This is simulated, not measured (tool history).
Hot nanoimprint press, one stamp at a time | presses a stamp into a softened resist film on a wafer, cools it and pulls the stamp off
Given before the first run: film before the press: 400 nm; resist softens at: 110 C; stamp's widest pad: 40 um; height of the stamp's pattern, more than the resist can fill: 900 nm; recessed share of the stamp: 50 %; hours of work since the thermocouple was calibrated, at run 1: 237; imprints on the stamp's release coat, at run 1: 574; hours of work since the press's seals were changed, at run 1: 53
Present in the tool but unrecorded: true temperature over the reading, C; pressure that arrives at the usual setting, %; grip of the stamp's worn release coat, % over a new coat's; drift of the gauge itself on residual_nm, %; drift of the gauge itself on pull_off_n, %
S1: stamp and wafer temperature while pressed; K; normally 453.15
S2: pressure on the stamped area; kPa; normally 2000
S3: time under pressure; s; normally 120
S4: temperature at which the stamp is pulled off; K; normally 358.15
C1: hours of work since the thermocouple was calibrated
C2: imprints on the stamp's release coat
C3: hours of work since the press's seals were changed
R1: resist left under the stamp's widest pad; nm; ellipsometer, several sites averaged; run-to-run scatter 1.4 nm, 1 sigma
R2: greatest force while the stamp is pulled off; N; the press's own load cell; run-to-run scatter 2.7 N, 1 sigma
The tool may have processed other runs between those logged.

run	hour	S1	S2	S3	S4	C1	C2	C3	R1	R2
1	0.0	453.15	2000	120	358.15	237	574	53	217.5	152
2	29.5	453.15	2000	120	358.15	256	640	72	219.9	152
3	65.6	453.15	2000	120	355.15	280	720	95	220.0	170
4	84.5	453.15	2000	120	355.15	292	762	108	217.1	178
# hour 91.1: plate thermocouple calibrated
5	108.8	453.15	2000	120	355.15	11	810	121	226.9	178
6	127.1	453.15	2000	120	355.15	23	850	133	223.7	175
7	159.9	449.15	2000	120	358.15	45	923	154	264.1	175
# hour 178.2: stamp cleaned and given a new release coat
8	185.0	453.15	1830	170	361.15	57	15	167	209.2	126
9	206.8	453.15	1830	170	361.15	71	63	181	209.9	123
10	224.8	453.15	1830	170	361.15	83	103	193	207.7	127
11	247.0	453.15	1840	120	358.15	97	152	207	237.3	141

Alternative continuations, all from the tool just after run 11; predict every row:
# hour 266.5: plate thermocouple calibrated, once more
A	270.9	453.15	1840	150	358.15	3	199	221	?	?
# hour 266.5: plate thermocouple calibrated, once more
B	270.9	461.15	1430	120	349.15	3	199	221	?	?
# hour 266.5: plate thermocouple calibrated, once more
C	270.9	457.15	2000	61	352.15	3	199	221	?	?
# hour 266.5: plate thermocouple calibrated, once more
D	270.9	458.15	3140	120	353.15	3	199	221	?	?

run	R1	R2
A	198.1	132
B	172.5	162
C	226.4	150
D	137.0	154
Take away the tool's hidden state, keep each run's random variation, and the runs would have read:
run	R1	R2
A	198.4	125
B	172.9	153
C	226.7	142
D	137.0	145
